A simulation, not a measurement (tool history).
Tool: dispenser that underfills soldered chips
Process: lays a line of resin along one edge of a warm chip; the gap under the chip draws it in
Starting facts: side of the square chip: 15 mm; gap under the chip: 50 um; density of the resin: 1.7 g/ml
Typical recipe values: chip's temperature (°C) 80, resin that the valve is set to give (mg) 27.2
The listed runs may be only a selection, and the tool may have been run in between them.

run	day	chip's temperature (°C)	resin that the valve is set to give (mg)	time until the resin shows at the far edge (s)	resin that the valve gave (mg)
1	0.000	80	27.2	107.5	26.66
2	0.221	80	27.2	125.4	26.67
# day 0.412: new syringe of resin
3	0.688	80	27.2	121.8	26.38
# day 0.888: new syringe of resin
4	0.950	80	27.2	108.2	26.47
5	1.271	80	27.2	136.7	26.40
# day 1.367: new syringe of resin
6	1.558	80	27.2	114.6	26.35
# day 1.633: dispensing valve cleaned and set on the balance
# day 1.879: new syringe of resin
7	1.879	73	27.2	126.4	27.28
8	2.233	80	27.2	129.5	27.12

For run 9, what comes out?
# day 2.362: new syringe of resin
9	2.700	80	27.2	?	?

{"run 9": {"time until the resin shows at the far edge (s)": 127.7, "resin that the valve gave (mg)": 26.91}}
Had the tool carried no hidden state, the very same run would have given time until the resin shows at the far edge (s) 104.7, resin that the valve gave (mg) 27.10.
